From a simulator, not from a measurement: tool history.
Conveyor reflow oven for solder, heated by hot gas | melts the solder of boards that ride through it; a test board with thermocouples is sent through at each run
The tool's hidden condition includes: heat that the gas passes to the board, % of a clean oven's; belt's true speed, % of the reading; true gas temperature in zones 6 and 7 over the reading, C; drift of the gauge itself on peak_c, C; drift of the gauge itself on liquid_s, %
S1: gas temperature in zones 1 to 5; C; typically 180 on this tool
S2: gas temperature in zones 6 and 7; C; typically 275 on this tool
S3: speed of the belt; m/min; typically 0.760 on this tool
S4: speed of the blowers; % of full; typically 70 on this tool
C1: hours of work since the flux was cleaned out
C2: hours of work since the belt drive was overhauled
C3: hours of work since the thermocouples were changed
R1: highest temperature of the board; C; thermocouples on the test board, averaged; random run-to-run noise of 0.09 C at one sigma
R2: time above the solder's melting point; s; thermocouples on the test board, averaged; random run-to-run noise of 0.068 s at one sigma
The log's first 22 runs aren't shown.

| run | hour | S1 | S2 | S3 | S4 | C1 | C2 | C3 | R1 | R2 |
|---|---|---|---|---|---|---|---|---|---|---|
| 23 | 151.9 | 172 | 275 | 0.760 | 70 | 175 | 238 | 429 | 252.34 | 45.41 |
| 24 | 161.1 | 172 | 275 | 0.760 | 70 | 181 | 243 | 434 | 252.45 | 45.35 |
| 25 | 168.2 | 165 | 275 | 0.760 | 81 | 185 | 247 | 439 | 253.24 | 44.41 |
| 26 | 176.6 | 165 | 275 | 0.760 | 81 | 189 | 252 | 443 | 253.30 | 44.39 |
| 27 | 183.3 | 180 | 275 | 0.760 | 81 | 193 | 256 | 447 | 256.26 | 50.43 |
| 28 | 187.8 | 180 | 275 | 0.798 | 53 | 196 | 258 | 450 | 247.28 | 41.10 |
| 29 | 195.8 | 186 | 275 | 0.760 | 70 | 200 | 263 | 454 | 255.59 | 51.68 |
| 30 | 204.9 | 167 | 275 | 0.760 | 54 | 206 | 268 | 460 | 246.61 | 39.20 |

What if the next run were any one of these 4? Each begins from the tool's condition after run 30:
| A | 211.8 | 167 | 275 | 0.649 | 54 | 210 | 272 | 463 | ? | ? |
| B | 211.8 | 167 | 280 | 0.646 | 72 | 210 | 272 | 463 | ? | ? |
| C | 211.8 | 167 | 275 | 0.760 | 53 | 210 | 272 | 463 | ? | ? |
| D | 211.8 | 180 | 275 | 0.861 | 70 | 210 | 272 | 463 | ? | ? |

| run | R1 | R2 |
|---|---|---|
| A | 253.33 | 52.82 |
| B | 262.18 | 59.31 |
| C | 246.25 | 38.89 |
| D | 248.90 | 39.40 |
Stripped of hidden state, with their random variation kept, the same runs would have yielded:
| run | R1 | R2 |
|---|---|---|
| A | 253.31 | 52.90 |
| B | 262.23 | 59.37 |
| C | 246.49 | 39.21 |
| D | 249.29 | 39.81 |

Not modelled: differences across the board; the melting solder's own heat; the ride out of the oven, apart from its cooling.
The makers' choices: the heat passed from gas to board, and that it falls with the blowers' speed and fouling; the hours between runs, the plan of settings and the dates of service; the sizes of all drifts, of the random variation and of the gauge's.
